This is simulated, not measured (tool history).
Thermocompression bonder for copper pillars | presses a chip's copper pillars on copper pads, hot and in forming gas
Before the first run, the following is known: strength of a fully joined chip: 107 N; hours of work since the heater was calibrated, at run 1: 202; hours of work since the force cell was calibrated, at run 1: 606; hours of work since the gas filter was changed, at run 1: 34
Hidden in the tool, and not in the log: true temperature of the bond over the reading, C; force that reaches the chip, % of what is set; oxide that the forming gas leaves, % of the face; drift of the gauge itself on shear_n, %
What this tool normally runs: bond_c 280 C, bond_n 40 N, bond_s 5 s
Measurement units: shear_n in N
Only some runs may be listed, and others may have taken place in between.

run	hour	bond_c	bond_n	bond_s	hours of work since the heater was calibrated	hours of work since the force cell was calibrated	hours of work since the gas filter was changed	shear_n
1	0	280	40	5	202	606	34	36.8
2	37.5	271	40	5	220	624	52	31.4
3	114	271	40	5	257	661	89	30.9
4	155.1	280	40	5	277	680	109	33.9
# hour 212.5: forming gas filter changed
5	223.6	280	40	5	309	713	5	36.6
6	306.2	280	40	5	349	753	45	35.8
7	365.5	280	40	5	378	781	74	34.6
8	405.9	280	40	5	397	801	93	33.7
9	485.8	280	40	5	436	839	131	33.4
# hour 493.9: forming gas filter changed
10	561	280	40	5	472	875	32	34.5
11	630.1	280	27	5	505	908	66	26.2
12	703.7	280	27	5	540	944	101	26.7
13	742.5	280	43	5	559	963	120	33.7
# hour 774.8: forming gas filter changed
14	813.8	280	38	5	593	997	19	32.8
15	896.6	280	38	5	633	1036	59	32.4
16	961.3	280	40	5	664	1068	90	33
17	1008.7	280	40	5	687	1090	113	32.2
18	1049.7	302	40	5	706	1110	132	39.6
# hour 1055.1: forming gas filter changed
19	1094.1	271	40	5	727	1131	19	30.8
20	1156.3	271	40	5	757	1161	49	29.8
21	1218	266	39	11	787	1191	78	38.6
22	1270.9	266	36	3	813	1216	104	20.5
23	1306.1	288	35	3	829	1233	121	25.5
# hour 1335.5: forming gas filter changed
24	1352.8	280	30	6	852	1255	8	30.3
25	1422.9	280	30	7	885	1289	42	32
26	1488.3	298	31	3	917	1321	74	27.7
27	1536.3	280	39	5	940	1344	97	30.8
28	1609.9	280	58	5	975	1379	132	40
# hour 1620.9: forming gas filter changed
29	1652.8	280	58	5	996	1400	15	41.7
30	1722.4	260	32	5	1029	1433	49	20.7
31	1764.1	260	32	5	1049	1453	69	22
32	1823.8	290	40	3	1078	1482	98	28.9
33	1863.4	290	40	3	1097	1501	117	29
# hour 1903.7: forming gas filter changed
34	1929.7	290	28	4	1129	1533	13	27
35	1991.5	290	28	4	1158	1562	42	26.7
36	2048.9	290	28	4	1186	1590	70	26.4
37	2087.8	290	28	4	1205	1609	89	25
38	2134.9	256	28	6	1227	1631	111	18.7

Each row is a separate what-if for the run after 38, all from the same tool condition, not one after another. Results?
# hour 2189.7: forming gas filter changed
A	2189.7	256	55	11	1254	1657	0	?
# hour 2189.7: forming gas filter changed
B	2189.7	250	56	5	1254	1657	0	?
# hour 2189.7: forming gas filter changed
C	2189.7	286	28	6	1254	1657	0	?
# hour 2189.7: forming gas filter changed
D	2189.7	280	40	4	1254	1657	0	?

run	shear_n
A	40.1
B	27.7
C	30.1
D	30.1
Without the tool's hidden state the same runs would have given:
run	shear_n
A	46.6
B	32.7
C	35
D	35

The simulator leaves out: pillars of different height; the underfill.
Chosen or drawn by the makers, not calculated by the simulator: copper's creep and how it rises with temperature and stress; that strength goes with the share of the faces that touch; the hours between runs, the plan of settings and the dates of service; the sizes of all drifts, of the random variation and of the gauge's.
